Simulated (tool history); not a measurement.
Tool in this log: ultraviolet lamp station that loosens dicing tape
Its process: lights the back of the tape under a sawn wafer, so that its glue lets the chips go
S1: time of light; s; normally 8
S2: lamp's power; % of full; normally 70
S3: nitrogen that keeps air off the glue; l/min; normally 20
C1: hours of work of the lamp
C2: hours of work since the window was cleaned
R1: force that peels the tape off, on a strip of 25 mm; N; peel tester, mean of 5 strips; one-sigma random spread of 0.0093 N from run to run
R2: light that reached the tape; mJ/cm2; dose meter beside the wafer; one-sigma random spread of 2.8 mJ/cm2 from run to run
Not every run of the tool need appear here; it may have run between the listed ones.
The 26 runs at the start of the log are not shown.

Run 27, hour 343.8: usual settings but S3 14 l/min; C1 398; C2 203. Result: R1 0.638 N, R2 341 mJ/cm2.
Run 28, hour 358: usual settings but S3 14 l/min; C1 406; C2 212. Result: R1 0.648 N, R2 346 mJ/cm2.
Run 29, hour 373.1: usual settings but S2 60 % of full, S3 11 l/min; C1 415; C2 221. Result: R1 0.984 N, R2 293 mJ/cm2.
Run 30, hour 388.3: usual settings but S1 7 s, S2 93 % of full, S3 26 l/min; C1 424; C2 230. Result: R1 0.316 N, R2 402 mJ/cm2.
Run 31, hour 406.8: usual settings but S1 10 s, S3 14 l/min; C1 435; C2 241. Result: R1 0.441 N, R2 427 mJ/cm2.
Run 32, hour 424.3: usual settings but S1 12 s, S3 19 l/min; C1 446; C2 251. Result: R1 0.226 N, R2 512 mJ/cm2.
Run 33, hour 432.6: usual settings but S1 15 s, S2 78 % of full; C1 451; C2 256. Result: R1 0.115 N, R2 702 mJ/cm2.
Run 34, hour 449.9: usual settings but S1 10 s, S2 60 % of full, S3 8 l/min; C1 461; C2 266. Result: R1 0.878 N, R2 358 mJ/cm2.
Run 35, hour 468.6: usual settings but S1 11 s, S2 76 % of full; C1 472; C2 278. Result: R1 0.221 N, R2 509 mJ/cm2.
Run 36, hour 483.1: usual settings but S1 13 s, S3 9 l/min; C1 481; C2 286. Result: R1 0.363 N, R2 543 mJ/cm2.
Run 37, hour 491.9: usual settings but S1 10 s, S2 89 % of full, S3 34 l/min; C1 486; C2 291. Result: R1 0.143 N, R2 533 mJ/cm2.
Run 38, hour 503.9: usual settings but S1 10 s, S2 89 % of full, S3 34 l/min; C1 493; C2 299. Result: R1 0.135 N, R2 532 mJ/cm2.
Run 39, hour 518.7: usual settings but S1 4 s, S2 72 % of full, S3 9 l/min; C1 502; C2 307. Result: R1 2.042 N, R2 175 mJ/cm2.
Run 40, hour 532.2: usual settings but S1 4 s; C1 510; C2 315. Result: R1 1.578 N, R2 167 mJ/cm2.
Run 41, hour 548.9: usual settings but S1 4 s; C1 520; C2 325. Result: R1 1.56 N, R2 167 mJ/cm2.
Run 42, hour 560.6: usual settings but S1 4 s; C1 527; C2 332. Result: R1 1.561 N, R2 164 mJ/cm2.
Run 43, hour 572.6: usual settings but S1 6 s, S2 62 % of full; C1 534; C2 339. Result: R1 1.08 N, R2 220 mJ/cm2.

What if the next run were any one of these 5? Each begins from the tool's condition after run 43:
Run A, hour 584: usual settings but S1 6 s, S2 62 % of full; C1 541; C2 346. Result: R1 ?, R2 ?.
Run B, hour 584: usual settings but S1 4 s, S2 78 % of full, S3 8 l/min; C1 541; C2 346. Result: R1 ?, R2 ?.
Run C, hour 584: usual settings but S2 68 % of full, S3 6 l/min; C1 541; C2 346. Result: R1 ?, R2 ?.
Run D, hour 584: usual settings but S1 4 s, S2 62 % of full, S3 10 l/min; C1 541; C2 346. Result: R1 ?, R2 ?.
Run E, hour 584: usual settings but S1 14 s; C1 541; C2 346. Result: R1 ?, R2 ?.

run     R1   R2
  A  1.086  219
  B  2.026  184
  C  1.226  319
  D  2.205  143
  E  0.161  573
With the hidden condition removed and each run's random variation left untouched, the same runs would have given:
run     R1   R2
  A  0.847  257
  B  1.734  216
  C  0.973  375
  D  1.927  169
  E   0.12  673
